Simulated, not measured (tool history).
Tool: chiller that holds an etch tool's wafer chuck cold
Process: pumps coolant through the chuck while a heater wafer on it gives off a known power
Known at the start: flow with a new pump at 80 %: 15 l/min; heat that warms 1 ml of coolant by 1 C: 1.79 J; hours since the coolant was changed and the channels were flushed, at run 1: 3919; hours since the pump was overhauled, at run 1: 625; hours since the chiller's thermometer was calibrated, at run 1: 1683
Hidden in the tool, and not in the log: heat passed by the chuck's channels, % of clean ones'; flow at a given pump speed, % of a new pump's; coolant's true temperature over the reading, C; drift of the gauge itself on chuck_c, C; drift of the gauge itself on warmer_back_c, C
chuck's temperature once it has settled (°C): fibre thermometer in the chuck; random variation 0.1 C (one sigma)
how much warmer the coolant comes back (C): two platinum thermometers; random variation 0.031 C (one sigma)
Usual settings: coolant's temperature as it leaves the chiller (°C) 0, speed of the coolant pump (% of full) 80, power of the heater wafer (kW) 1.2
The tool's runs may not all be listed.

run,day,coolant's temperature as it leaves the chiller (°C),speed of the coolant pump (% of full),power of the heater wafer (kW),hours since the coolant was changed and the channels were flushed,hours since the pump was overhauled,hours since the chiller's thermometer was calibrated,chuck's temperature once it has settled (°C),how much warmer the coolant comes back (C)
1,0,0,80,1.2,3919,625,1683,13.8,2.76
2,0.846,-9,80,1.2,3940,646,1704,4.5,2.7
3,2.267,0,80,1.2,3974,680,1738,13.9,2.77
4,3.775,0,80,1.2,4010,716,1774,13.8,2.74
5,5.171,0,80,1.2,4043,749,1807,13.9,2.75
6,6.188,0,80,1.2,4068,774,1832,13.7,2.75
7,7.267,0,80,1.2,4094,800,1858,13.8,2.72
8,8.462,0,80,1.2,4122,828,1886,13.9,2.74
# day 8.829: coolant pump overhauled
9,10.425,0,83,1.077,4165,38,1929,12.2,2.39
# day 12.267: coolant pump overhauled, once more
10,12.267,-3,85,1.2,4204,0,1968,10.3,2.57
11,13.988,-4,64,0.857,4245,41,2009,7.5,2.48
12,14.921,-4,64,0.857,4267,64,2031,7.4,2.44
13,16.288,-4,64,0.857,4300,96,2064,7.6,2.43
14,17.392,-2,71,1.155,4327,123,2091,12.3,2.89
15,19.021,1,71,1.155,4366,162,2130,15.6,2.91
16,20.067,1,71,1.155,4391,187,2155,15.4,2.87

Forecast each of these 5 alternatives for the next run:
A,21.142,-9,87,1.155,4417,213,2181,?,?
B,21.142,1,74,1.005,4417,213,2181,?,?
C,21.142,0,77,1.1,4417,213,2181,?,?
D,21.142,5,61,1.336,4417,213,2181,?,?
E,21.142,-8,93,1.2,4417,213,2181,?,?

run,chuck's temperature once it has settled (°C),how much warmer the coolant comes back (C)
A,3.8,2.36
B,13.3,2.46
C,13.1,2.54
D,23.4,3.98
E,4.6,2.32
Without the tool's hidden state the same runs would have given:
run,chuck's temperature once it has settled (°C),how much warmer the coolant comes back (C)
A,2,2.34
B,11.5,2.44
C,11.3,2.51
D,21,3.95
E,2.9,2.3
